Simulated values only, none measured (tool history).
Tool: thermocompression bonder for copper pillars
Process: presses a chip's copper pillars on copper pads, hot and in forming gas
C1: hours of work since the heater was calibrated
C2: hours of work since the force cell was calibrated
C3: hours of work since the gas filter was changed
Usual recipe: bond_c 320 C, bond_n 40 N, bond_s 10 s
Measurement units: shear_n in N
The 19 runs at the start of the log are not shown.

run 20 day=6.988 | bond_c=320 bond_n=40 bond_s=10 | C1=99 C2=265 C3=278 | shear_n=45.2
run 21 day=7.346 | bond_c=320 bond_n=40 bond_s=10 | C1=103 C2=269 C3=282 | shear_n=45.1
run 22 day=7.729 | bond_c=320 bond_n=40 bond_s=10 | C1=107 C2=272 C3=286 | shear_n=45.6
run 23 day=8.242 | bond_c=320 bond_n=40 bond_s=10 | C1=112 C2=277 C3=291 | shear_n=45.8
run 24 day=8.654 | bond_c=302 bond_n=40 bond_s=7 | C1=116 C2=282 C3=295 | shear_n=33.4
run 25 day=9.079 | bond_c=302 bond_n=40 bond_s=7 | C1=120 C2=286 C3=299 | shear_n=33.4
run 26 day=9.358 | bond_c=304 bond_n=45 bond_s=7 | C1=123 C2=289 C3=302 | shear_n=36.4
run 27 day=9.858 | bond_c=304 bond_n=45 bond_s=7 | C1=128 C2=294 C3=307 | shear_n=36.8
run 28 day=10.138 | bond_c=328 bond_n=59 bond_s=10 | C1=131 C2=296 C3=310 | shear_n=57.4
run 29 day=10.471 | bond_c=328 bond_n=59 bond_s=10 | C1=134 C2=300 C3=313 | shear_n=56.3
run 30 day=10.842 | bond_c=328 bond_n=59 bond_s=10 | C1=138 C2=303 C3=317 | shear_n=57.2

Run 31 comes next. What will it give?
run 31 day=11.183 | bond_c=300 bond_n=59 bond_s=10 | C1=141 C2=307 C3=320 | shear_n=?

Run 31 measured shear_n 43.9 N.
Had the tool carried no hidden state, the very same run would have given shear_n 48.4 N.
